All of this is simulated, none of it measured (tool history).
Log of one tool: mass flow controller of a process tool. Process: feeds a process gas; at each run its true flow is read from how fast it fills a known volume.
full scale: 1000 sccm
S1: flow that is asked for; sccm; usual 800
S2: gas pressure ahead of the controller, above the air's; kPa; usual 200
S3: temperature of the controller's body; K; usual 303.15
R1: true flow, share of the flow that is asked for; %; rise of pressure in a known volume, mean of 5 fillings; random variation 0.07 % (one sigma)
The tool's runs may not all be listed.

{"run": 1, "hour": 0.0, "S1": 800, "S2": 200, "S3": 303.15, "R1": 102.91}
{"run": 2, "hour": 304.9, "S1": 800, "S2": 200, "S3": 303.15, "R1": 103.1}
{"run": 3, "hour": 520.1, "S1": 800, "S2": 200, "S3": 303.15, "R1": 103.12}
{"run": 4, "hour": 810.0, "S1": 800, "S2": 200, "S3": 303.15, "R1": 103.38}
{"run": 5, "hour": 966.0, "S1": 800, "S2": 262, "S3": 303.15, "R1": 103.9}
{"run": 6, "hour": 1254.7, "S1": 800, "S2": 262, "S3": 303.15, "R1": 103.97}
{"run": 7, "hour": 1460.7, "S1": 800, "S2": 241, "S3": 303.15, "R1": 103.92}
{"run": 8, "hour": 1724.9, "S1": 800, "S2": 241, "S3": 303.15, "R1": 104.19}
{"run": 9, "hour": 2026.7, "S1": 800, "S2": 241, "S3": 303.15, "R1": 104.03}
{"run": 10, "hour": 2211.4, "S1": 800, "S2": 200, "S3": 299.15, "R1": 104.44}
{"run": 11, "hour": 2363.6, "S1": 371, "S2": 200, "S3": 303.15, "R1": 103.74}
{"hour": 2534.4, "done": "controller's zero set anew"}
{"hour": 2561.4, "done": "controller exchanged for a calibrated one"}
{"run": 12, "hour": 2661.0, "S1": 371, "S2": 200, "S3": 303.15, "R1": 98.32}

Run 13 comes next. What will it give?
{"run": 13, "hour": 2883.4, "S1": 305, "S2": 200, "S3": 303.15, "R1": "?"}

Run 13 gave R1 98.46 %.
Without the tool's hidden state the same run would have given R1 98.08 %.

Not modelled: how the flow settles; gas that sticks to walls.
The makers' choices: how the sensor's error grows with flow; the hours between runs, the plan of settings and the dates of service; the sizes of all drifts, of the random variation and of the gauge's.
